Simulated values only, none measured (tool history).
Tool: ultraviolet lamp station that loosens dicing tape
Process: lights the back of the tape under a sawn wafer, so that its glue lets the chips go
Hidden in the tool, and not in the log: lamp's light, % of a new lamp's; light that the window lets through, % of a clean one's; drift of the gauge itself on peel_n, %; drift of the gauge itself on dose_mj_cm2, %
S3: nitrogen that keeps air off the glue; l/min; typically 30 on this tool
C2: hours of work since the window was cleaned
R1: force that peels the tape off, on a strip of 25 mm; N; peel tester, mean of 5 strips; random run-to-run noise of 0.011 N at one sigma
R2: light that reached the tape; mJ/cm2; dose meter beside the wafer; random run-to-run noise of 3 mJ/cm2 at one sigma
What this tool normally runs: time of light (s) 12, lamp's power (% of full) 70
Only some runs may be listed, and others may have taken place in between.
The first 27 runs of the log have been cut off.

Run 28, hour 263.4: usual settings but time of light (s) 22, lamp's power (% of full) 99; hours of work of the lamp 264; C2 294. Result: R1 0.248 N, R2 1182 mJ/cm2.
Run 29, hour 274.6: usual settings but S3 11 l/min; hours of work of the lamp 272; C2 302. Result: R1 0.842 N, R2 459 mJ/cm2.
Run 30, hour 283.3: usual settings but time of light (s) 18, lamp's power (% of full) 67; hours of work of the lamp 279; C2 309. Result: R1 0.297 N, R2 652 mJ/cm2.
Run 31, hour 289.4: usual settings but time of light (s) 19, lamp's power (% of full) 66, S3 22 l/min; hours of work of the lamp 283; C2 313. Result: R1 0.305 N, R2 684 mJ/cm2.
Run 32, hour 295.8: usual settings but time of light (s) 19, lamp's power (% of full) 66, S3 22 l/min; hours of work of the lamp 288; C2 318. Result: R1 0.304 N, R2 684 mJ/cm2.
Run 33, hour 307.2: usual settings but time of light (s) 10, lamp's power (% of full) 62, S3 51 l/min; hours of work of the lamp 297; C2 327. Result: R1 0.675 N, R2 340 mJ/cm2.
Run 34, hour 317.8: usual settings but time of light (s) 13, lamp's power (% of full) 78, S3 17 l/min; hours of work of the lamp 305; C2 335. Result: R1 0.471 N, R2 550 mJ/cm2.
Run 35, hour 324.2: usual settings but time of light (s) 13, lamp's power (% of full) 78, S3 57 l/min; hours of work of the lamp 310; C2 340. Result: R1 0.31 N, R2 550 mJ/cm2.
Run 36, hour 331.8: usual settings but time of light (s) 7, lamp's power (% of full) 65; hours of work of the lamp 315; C2 345. Result: R1 1.538 N, R2 250 mJ/cm2.
Run 37, hour 345.7: usual settings but time of light (s) 16, lamp's power (% of full) 77, S3 42 l/min; hours of work of the lamp 326; C2 356. Result: R1 0.268 N, R2 673 mJ/cm2.
Run 38, hour 357.5: usual settings but time of light (s) 16, lamp's power (% of full) 77, S3 42 l/min; hours of work of the lamp 335; C2 365. Result: R1 0.27 N, R2 675 mJ/cm2.
Run 39, hour 371.5: usual settings but time of light (s) 15, S3 28 l/min; hours of work of the lamp 345; C2 375. Result: R1 0.351 N, R2 565 mJ/cm2.
Run 40, hour 382.9: usual settings but time of light (s) 15, S3 28 l/min; hours of work of the lamp 354; C2 384. Result: R1 0.359 N, R2 571 mJ/cm2.
Run 41, hour 397.6: usual settings but time of light (s) 15, lamp's power (% of full) 72, S3 26 l/min; hours of work of the lamp 365; C2 395. Result: R1 0.346 N, R2 593 mJ/cm2.
Run 42, hour 406.4: usual settings but time of light (s) 15, lamp's power (% of full) 72, S3 26 l/min; hours of work of the lamp 372; C2 402. Result: R1 0.349 N, R2 586 mJ/cm2.
Run 43, hour 418.5: usual settings but lamp's power (% of full) 91; hours of work of the lamp 381; C2 411. Result: R1 0.317 N, R2 594 mJ/cm2.

3 ways to go on from here, each from the tool as it stands after run 43. What would each give?
Run A, hour 431.2: usual settings but time of light (s) 22, lamp's power (% of full) 69, S3 38 l/min; hours of work of the lamp 391; C2 420. Result: R1 ?, R2 ?.
Run B, hour 431.2: usual settings but lamp's power (% of full) 66; hours of work of the lamp 391; C2 420. Result: R1 ?, R2 ?.
Run C, hour 431.2: usual settings but time of light (s) 23, lamp's power (% of full) 79; hours of work of the lamp 391; C2 420. Result: R1 ?, R2 ?.

run     R1   R2
  A  0.252  827
  B  0.538  429
  C  0.263  989
Take away the tool's hidden state, keep each run's random variation, and the runs would have read:
run     R1   R2
  A  0.252  828
  B  0.537  429
  C  0.263  990

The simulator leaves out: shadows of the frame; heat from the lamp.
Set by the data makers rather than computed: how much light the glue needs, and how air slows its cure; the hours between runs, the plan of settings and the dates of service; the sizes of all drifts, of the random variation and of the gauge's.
